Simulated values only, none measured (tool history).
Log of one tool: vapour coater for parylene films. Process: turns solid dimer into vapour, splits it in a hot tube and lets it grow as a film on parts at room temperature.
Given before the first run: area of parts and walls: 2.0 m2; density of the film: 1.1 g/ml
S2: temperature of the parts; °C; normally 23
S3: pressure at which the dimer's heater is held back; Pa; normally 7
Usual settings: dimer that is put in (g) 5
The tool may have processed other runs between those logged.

run 1 hour=0 | dimer_that_is_put_in_(g)=5 S2=23 S3=7 | thickness_of_the_film_(µm)=1.52
run 2 hour=41.9 | dimer_that_is_put_in_(g)=7 S2=23 S3=7 | thickness_of_the_film_(µm)=2.11
run 3 hour=71.2 | dimer_that_is_put_in_(g)=2 S2=23 S3=7 | thickness_of_the_film_(µm)=0.61
run 4 hour=97.7 | dimer_that_is_put_in_(g)=5 S2=23 S3=7 | thickness_of_the_film_(µm)=1.49
run 5 hour=125.1 | dimer_that_is_put_in_(g)=5 S2=23 S3=7 | thickness_of_the_film_(µm)=1.45
run 6 hour=164.9 | dimer_that_is_put_in_(g)=3 S2=23 S3=7 | thickness_of_the_film_(µm)=0.93
run 7 hour=207.7 | dimer_that_is_put_in_(g)=5 S2=23 S3=3.96 | thickness_of_the_film_(µm)=1.62
run 8 hour=252.1 | dimer_that_is_put_in_(g)=5 S2=23 S3=3.96 | thickness_of_the_film_(µm)=1.59
run 9 hour=301.3 | dimer_that_is_put_in_(g)=5 S2=23 S3=7 | thickness_of_the_film_(µm)=1.42
run 10 hour=351 | dimer_that_is_put_in_(g)=5 S2=23 S3=7 | thickness_of_the_film_(µm)=1.39
run 11 hour=397.6 | dimer_that_is_put_in_(g)=8 S2=23 S3=7 | thickness_of_the_film_(µm)=2.25
-- hour=401.4 table's thermometer calibrated
run 12 hour=432.2 | dimer_that_is_put_in_(g)=8 S2=23 S3=7 | thickness_of_the_film_(µm)=2.21
run 13 hour=469.5 | dimer_that_is_put_in_(g)=3 S2=23 S3=7 | thickness_of_the_film_(µm)=0.81
run 14 hour=512.5 | dimer_that_is_put_in_(g)=3 S2=23 S3=7 | thickness_of_the_film_(µm)=0.81
-- hour=545.4 table's thermometer calibrated, once more
run 15 hour=556.1 | dimer_that_is_put_in_(g)=8 S2=22 S3=5.4 | thickness_of_the_film_(µm)=2.35
run 16 hour=611.7 | dimer_that_is_put_in_(g)=8 S2=22 S3=5.4 | thickness_of_the_film_(µm)=2.32
-- hour=620 trap's valve overhauled
run 17 hour=669.5 | dimer_that_is_put_in_(g)=8 S2=22 S3=8.33 | thickness_of_the_film_(µm)=2.48
run 18 hour=706.2 | dimer_that_is_put_in_(g)=2 S2=21 S3=4.34 | thickness_of_the_film_(µm)=0.73
run 19 hour=728.6 | dimer_that_is_put_in_(g)=2 S2=21 S3=4.34 | thickness_of_the_film_(µm)=0.7
run 20 hour=777.1 | dimer_that_is_put_in_(g)=5 S2=28 S3=4.59 | thickness_of_the_film_(µm)=1.5
run 21 hour=823.5 | dimer_that_is_put_in_(g)=5 S2=28 S3=4.59 | thickness_of_the_film_(µm)=1.46
run 22 hour=869.4 | dimer_that_is_put_in_(g)=3 S2=19 S3=2.52 | thickness_of_the_film_(µm)=1.18
run 23 hour=914.7 | dimer_that_is_put_in_(g)=3 S2=19 S3=2.52 | thickness_of_the_film_(µm)=1.18
run 24 hour=946.3 | dimer_that_is_put_in_(g)=2 S2=26 S3=2.15 | thickness_of_the_film_(µm)=0.71

Here are 3 independent what-if runs from the current tool condition. What would each one return?
run A hour=976.9 | dimer_that_is_put_in_(g)=5 S2=20 S3=7 | thickness_of_the_film_(µm)=?
run B hour=976.9 | dimer_that_is_put_in_(g)=7 S2=26 S3=3.41 | thickness_of_the_film_(µm)=?
run C hour=976.9 | dimer_that_is_put_in_(g)=5 S2=16 S3=7 | thickness_of_the_film_(µm)=?

run=A thickness_of_the_film_(µm)=1.57
run=B thickness_of_the_film_(µm)=2.2
run=C thickness_of_the_film_(µm)=1.72
With no hidden state in the tool, these same runs would have given:
run=A thickness_of_the_film_(µm)=1.69
run=B thickness_of_the_film_(µm)=2.37
run=C thickness_of_the_film_(µm)=1.85
